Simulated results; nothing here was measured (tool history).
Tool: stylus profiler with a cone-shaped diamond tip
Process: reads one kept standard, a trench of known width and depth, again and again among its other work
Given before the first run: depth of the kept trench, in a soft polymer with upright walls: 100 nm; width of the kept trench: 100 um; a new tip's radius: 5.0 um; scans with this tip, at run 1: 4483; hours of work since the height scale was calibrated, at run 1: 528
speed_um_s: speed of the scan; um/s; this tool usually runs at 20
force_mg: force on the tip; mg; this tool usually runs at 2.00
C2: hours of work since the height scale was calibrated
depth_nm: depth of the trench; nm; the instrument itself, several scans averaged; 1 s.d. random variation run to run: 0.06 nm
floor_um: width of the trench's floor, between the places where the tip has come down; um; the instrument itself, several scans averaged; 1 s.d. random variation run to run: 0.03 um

{"run": 1, "hour": 0.0, "speed_um_s": 20, "force_mg": 2.0, "scans with this tip": 4483, "C2": 528, "depth_nm": 101.2, "floor_um": 97.75}
{"run": 2, "hour": 12.0, "speed_um_s": 20, "force_mg": 2.0, "scans with this tip": 4559, "C2": 537, "depth_nm": 101.28, "floor_um": 97.68}
{"run": 3, "hour": 29.2, "speed_um_s": 21, "force_mg": 2.0, "scans with this tip": 4668, "C2": 550, "depth_nm": 101.16, "floor_um": 97.69}
{"run": 4, "hour": 45.9, "speed_um_s": 21, "force_mg": 2.0, "scans with this tip": 4775, "C2": 562, "depth_nm": 101.13, "floor_um": 97.66}
{"run": 5, "hour": 66.7, "speed_um_s": 21, "force_mg": 2.0, "scans with this tip": 4907, "C2": 578, "depth_nm": 101.16, "floor_um": 97.66}
{"run": 6, "hour": 76.5, "speed_um_s": 21, "force_mg": 2.0, "scans with this tip": 4970, "C2": 585, "depth_nm": 101.18, "floor_um": 97.67}
{"run": 7, "hour": 88.6, "speed_um_s": 20, "force_mg": 2.0, "scans with this tip": 5047, "C2": 594, "depth_nm": 101.19, "floor_um": 97.68}
{"run": 8, "hour": 101.6, "speed_um_s": 59, "force_mg": 2.0, "scans with this tip": 5130, "C2": 604, "depth_nm": 101.17, "floor_um": 97.56}
{"run": 9, "hour": 119.5, "speed_um_s": 59, "force_mg": 2.0, "scans with this tip": 5244, "C2": 618, "depth_nm": 101.22, "floor_um": 97.59}
{"run": 10, "hour": 135.2, "speed_um_s": 59, "force_mg": 2.0, "scans with this tip": 5344, "C2": 629, "depth_nm": 101.31, "floor_um": 97.62}
{"run": 11, "hour": 150.1, "speed_um_s": 24, "force_mg": 2.0, "scans with this tip": 5438, "C2": 641, "depth_nm": 101.17, "floor_um": 97.63}
{"run": 12, "hour": 166.6, "speed_um_s": 20, "force_mg": 2.0, "scans with this tip": 5543, "C2": 653, "depth_nm": 101.25, "floor_um": 97.65}
{"run": 13, "hour": 190.9, "speed_um_s": 14, "force_mg": 2.0, "scans with this tip": 5698, "C2": 671, "depth_nm": 101.07, "floor_um": 97.69}
{"run": 14, "hour": 208.2, "speed_um_s": 22, "force_mg": 2.0, "scans with this tip": 5808, "C2": 684, "depth_nm": 101.21, "floor_um": 97.58}
{"hour": 210.1, "done": "height scale calibrated on a step standard"}
{"run": 15, "hour": 221.2, "speed_um_s": 22, "force_mg": 2.0, "scans with this tip": 5888, "C2": 8, "depth_nm": 101.16, "floor_um": 97.63}
{"run": 16, "hour": 239.1, "speed_um_s": 20, "force_mg": 2.0, "scans with this tip": 6002, "C2": 22, "depth_nm": 101.11, "floor_um": 97.71}
{"hour": 260.3, "done": "height scale calibrated on a step standard, once more"}
{"run": 17, "hour": 260.8, "speed_um_s": 20, "force_mg": 2.0, "scans with this tip": 6136, "C2": 0, "depth_nm": 101.33, "floor_um": 97.64}
{"run": 18, "hour": 278.1, "speed_um_s": 52, "force_mg": 2.0, "scans with this tip": 6246, "C2": 13, "depth_nm": 101.34, "floor_um": 97.51}
{"run": 19, "hour": 292.0, "speed_um_s": 52, "force_mg": 2.0, "scans with this tip": 6335, "C2": 24, "depth_nm": 101.33, "floor_um": 97.5}
{"run": 20, "hour": 303.0, "speed_um_s": 52, "force_mg": 2.0, "scans with this tip": 6405, "C2": 32, "depth_nm": 101.29, "floor_um": 97.53}
{"run": 21, "hour": 321.0, "speed_um_s": 64, "force_mg": 2.0, "scans with this tip": 6520, "C2": 45, "depth_nm": 101.47, "floor_um": 97.45}
{"run": 22, "hour": 343.9, "speed_um_s": 64, "force_mg": 2.0, "scans with this tip": 6665, "C2": 63, "depth_nm": 101.36, "floor_um": 97.55}
{"run": 23, "hour": 365.9, "speed_um_s": 64, "force_mg": 2.0, "scans with this tip": 6806, "C2": 79, "depth_nm": 101.29, "floor_um": 97.48}
{"run": 24, "hour": 389.3, "speed_um_s": 64, "force_mg": 2.0, "scans with this tip": 6955, "C2": 97, "depth_nm": 101.35, "floor_um": 97.52}
{"run": 25, "hour": 406.0, "speed_um_s": 20, "force_mg": 1.01, "scans with this tip": 7061, "C2": 109, "depth_nm": 100.77, "floor_um": 97.55}
{"run": 26, "hour": 428.8, "speed_um_s": 20, "force_mg": 1.54, "scans with this tip": 7206, "C2": 126, "depth_nm": 101.13, "floor_um": 97.56}
{"run": 27, "hour": 445.8, "speed_um_s": 20, "force_mg": 1.54, "scans with this tip": 7314, "C2": 139, "depth_nm": 101.11, "floor_um": 97.58}
{"run": 28, "hour": 464.7, "speed_um_s": 20, "force_mg": 1.54, "scans with this tip": 7435, "C2": 153, "depth_nm": 101.1, "floor_um": 97.55}
{"run": 29, "hour": 481.2, "speed_um_s": 20, "force_mg": 1.54, "scans with this tip": 7539, "C2": 166, "depth_nm": 101.16, "floor_um": 97.53}
{"run": 30, "hour": 501.5, "speed_um_s": 7, "force_mg": 1.54, "scans with this tip": 7668, "C2": 181, "depth_nm": 101.08, "floor_um": 97.55}
{"run": 31, "hour": 524.4, "speed_um_s": 10, "force_mg": 0.69, "scans with this tip": 7814, "C2": 198, "depth_nm": 100.57, "floor_um": 97.54}
{"run": 32, "hour": 537.6, "speed_um_s": 10, "force_mg": 0.69, "scans with this tip": 7898, "C2": 208, "depth_nm": 100.45, "floor_um": 97.52}
{"run": 33, "hour": 555.9, "speed_um_s": 10, "force_mg": 0.69, "scans with this tip": 8015, "C2": 222, "depth_nm": 100.57, "floor_um": 97.56}
{"run": 34, "hour": 577.5, "speed_um_s": 9, "force_mg": 4.42, "scans with this tip": 8152, "C2": 238, "depth_nm": 102.27, "floor_um": 97.54}
{"run": 35, "hour": 593.3, "speed_um_s": 74, "force_mg": 2.0, "scans with this tip": 8253, "C2": 250, "depth_nm": 101.33, "floor_um": 97.41}
{"run": 36, "hour": 606.3, "speed_um_s": 74, "force_mg": 2.0, "scans with this tip": 8336, "C2": 259, "depth_nm": 101.31, "floor_um": 97.41}
{"run": 37, "hour": 622.1, "speed_um_s": 74, "force_mg": 2.0, "scans with this tip": 8436, "C2": 271, "depth_nm": 101.38, "floor_um": 97.38}
{"run": 38, "hour": 637.7, "speed_um_s": 74, "force_mg": 2.0, "scans with this tip": 8535, "C2": 283, "depth_nm": 101.24, "floor_um": 97.39}
{"run": 39, "hour": 657.9, "speed_um_s": 40, "force_mg": 2.0, "scans with this tip": 8664, "C2": 298, "depth_nm": 101.23, "floor_um": 97.46}
{"run": 40, "hour": 669.5, "speed_um_s": 66, "force_mg": 3.57, "scans with this tip": 8738, "C2": 307, "depth_nm": 101.88, "floor_um": 97.4}
{"run": 41, "hour": 688.1, "speed_um_s": 66, "force_mg": 3.57, "scans with this tip": 8856, "C2": 321, "depth_nm": 101.92, "floor_um": 97.4}

What if the next run were any one of these 3? Each begins from the tool's condition after run 41:
{"run": "A", "hour": 712.1, "speed_um_s": 50, "force_mg": 2.0, "scans with this tip": 9009, "C2": 339, "depth_nm": "?", "floor_um": "?"}
{"run": "B", "hour": 712.1, "speed_um_s": 10, "force_mg": 3.93, "scans with this tip": 9009, "C2": 339, "depth_nm": "?", "floor_um": "?"}
{"run": "C", "hour": 712.1, "speed_um_s": 9, "force_mg": 3.57, "scans with this tip": 9009, "C2": 339, "depth_nm": "?", "floor_um": "?"}

run=A depth_nm=101.33 floor_um=97.36
run=B depth_nm=102.18 floor_um=97.48
run=C depth_nm=101.88 floor_um=97.50
Without the tool's unlogged condition, the same runs would have read:
run=A depth_nm=101.41 floor_um=97.86
run=B depth_nm=102.26 floor_um=97.97
run=C depth_nm=101.97 floor_um=97.99
